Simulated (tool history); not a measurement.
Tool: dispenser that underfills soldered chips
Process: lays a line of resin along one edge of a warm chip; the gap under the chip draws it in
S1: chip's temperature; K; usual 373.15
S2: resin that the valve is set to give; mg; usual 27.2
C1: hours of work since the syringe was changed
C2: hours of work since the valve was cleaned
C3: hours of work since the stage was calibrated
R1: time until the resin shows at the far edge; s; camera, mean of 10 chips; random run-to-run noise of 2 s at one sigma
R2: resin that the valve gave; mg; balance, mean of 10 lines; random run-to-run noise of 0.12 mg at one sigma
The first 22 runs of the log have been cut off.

run	hour	S1	S2	C1	C2	C3	R1	R2
23	114.9	379.15	25.9	5	47	189	195	25.09
# hour 119.4: new syringe of resin
24	121.2	373.15	34.2	1	51	193	191	32.66
# hour 123.2: dispensing valve cleaned and set on the balance
25	125.8	373.15	29	4	2	195	210	28.83
26	130.1	372.15	27.1	7	5	198	244	26.94
# hour 132.1: new syringe of resin
27	135.3	366.15	30.9	2	8	201	252	30.46
28	139.9	373.15	31.4	5	11	205	228	31.17
# hour 144.1: new syringe of resin
29	145	373.15	31.4	1	14	208	194	30.88
30	151.7	376.15	23.5	5	19	212	223.2	23.15
# hour 155.8: new syringe of resin
31	157.3	376.15	23.5	1	22	216	189.4	23
32	164.2	376.15	23.5	6	27	220	224.1	22.87
# hour 167.6: new syringe of resin
33	169.6	386.15	30.8	1	30	224	138.9	30.13
34	175.4	379.15	30.8	5	34	228	191.7	29.86
# hour 179.6: new syringe of resin
35	181.4	379.15	24.2	1	38	232	171.4	23.37

Predict each of these 4 candidate next runs independently; none follows another, all start after run 35:
A	186.1	379.15	35	4	41	235	?	?
B	186.1	384.15	27.2	4	41	235	?	?
C	186.1	363.15	29.8	4	41	235	?	?
D	186.1	373.15	29.8	4	41	235	?	?

run	R1	R2
A	180.3	33.78
B	162.1	26.22
C	289.9	28.77
D	216.2	28.67
Had the tool no hidden state, the same runs would have come out as:
run	R1	R2
A	160.5	34.97
B	143.4	27.14
C	258.1	29.78
D	192.1	29.67
